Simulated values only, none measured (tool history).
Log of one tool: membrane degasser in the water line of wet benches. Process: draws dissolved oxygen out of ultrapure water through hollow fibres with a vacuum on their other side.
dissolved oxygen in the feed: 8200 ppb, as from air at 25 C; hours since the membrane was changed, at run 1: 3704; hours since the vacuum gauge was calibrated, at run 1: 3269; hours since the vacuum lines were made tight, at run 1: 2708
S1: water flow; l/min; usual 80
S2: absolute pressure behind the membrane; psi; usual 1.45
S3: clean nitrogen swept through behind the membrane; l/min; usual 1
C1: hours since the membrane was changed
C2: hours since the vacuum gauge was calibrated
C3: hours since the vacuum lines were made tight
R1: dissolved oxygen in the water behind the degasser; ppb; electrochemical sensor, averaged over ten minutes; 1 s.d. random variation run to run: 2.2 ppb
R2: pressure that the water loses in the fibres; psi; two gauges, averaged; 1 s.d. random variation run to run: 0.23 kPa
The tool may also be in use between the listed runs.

{"run": 1, "hour": 0.0, "S1": 80, "S2": 1.45, "S3": 1, "C1": 3704, "C2": 3269, "C3": 2708, "R1": 859.1, "R2": 8.306}
{"run": 2, "hour": 236.3, "S1": 80, "S2": 1.45, "S3": 1, "C1": 3941, "C2": 3506, "C3": 2944, "R1": 865.6, "R2": 8.328}
{"run": 3, "hour": 440.2, "S1": 80, "S2": 1.45, "S3": 1, "C1": 4145, "C2": 3709, "C3": 3148, "R1": 865.4, "R2": 8.277}
{"run": 4, "hour": 643.1, "S1": 80, "S2": 1.45, "S3": 1, "C1": 4347, "C2": 3912, "C3": 3351, "R1": 864.7, "R2": 8.245}
{"run": 5, "hour": 777.0, "S1": 80, "S2": 1.45, "S3": 0.47, "C1": 4481, "C2": 4046, "C3": 3485, "R1": 1301.2, "R2": 8.325}
{"run": 6, "hour": 998.8, "S1": 71, "S2": 1.45, "S3": 0.47, "C1": 4703, "C2": 4268, "C3": 3707, "R1": 1224.1, "R2": 7.345}
{"run": 7, "hour": 1248.3, "S1": 71, "S2": 1.45, "S3": 0.47, "C1": 4953, "C2": 4518, "C3": 3956, "R1": 1225.2, "R2": 7.271}
{"run": 8, "hour": 1406.6, "S1": 71, "S2": 1.45, "S3": 0.47, "C1": 5111, "C2": 4676, "C3": 4115, "R1": 1222.4, "R2": 7.311}
{"run": 9, "hour": 1585.1, "S1": 71, "S2": 1.45, "S3": 0.49, "C1": 5290, "C2": 4854, "C3": 4293, "R1": 1200, "R2": 7.306}
{"run": 10, "hour": 1858.9, "S1": 80, "S2": 1.45, "S3": 1, "C1": 5563, "C2": 5128, "C3": 4567, "R1": 860.3, "R2": 8.221}
{"run": 11, "hour": 2142.9, "S1": 80, "S2": 1.45, "S3": 1, "C1": 5847, "C2": 5412, "C3": 4851, "R1": 862.6, "R2": 8.232}
{"hour": 2225.8, "done": "vacuum gauge calibrated"}
{"run": 12, "hour": 2305.1, "S1": 80, "S2": 1.45, "S3": 1, "C1": 6009, "C2": 79, "C3": 5013, "R1": 859.8, "R2": 8.298}
{"run": 13, "hour": 2507.6, "S1": 80, "S2": 1.45, "S3": 1, "C1": 6211, "C2": 282, "C3": 5215, "R1": 862.2, "R2": 8.183}
{"run": 14, "hour": 2709.7, "S1": 66, "S2": 1.45, "S3": 1, "C1": 6414, "C2": 484, "C3": 5417, "R1": 751.2, "R2": 6.753}
{"run": 15, "hour": 2959.8, "S1": 66, "S2": 1.45, "S3": 1, "C1": 6664, "C2": 734, "C3": 5667, "R1": 754, "R2": 6.757}
{"run": 16, "hour": 3260.0, "S1": 66, "S2": 1.45, "S3": 1, "C1": 6964, "C2": 1034, "C3": 5968, "R1": 750.4, "R2": 6.773}

What will run 17 give?
{"run": 17, "hour": 3445.1, "S1": 112, "S2": 1.68, "S3": 1, "C1": 7149, "C2": 1219, "C3": 6153, "R1": "?", "R2": "?"}

{"run 17": {"R1": 1309.6, "R2": 11.52}}
Were there no unlogged condition in the tool, this run, its random variation unchanged, would have produced R1 1309.5 ppb, R2 11.671 psi.
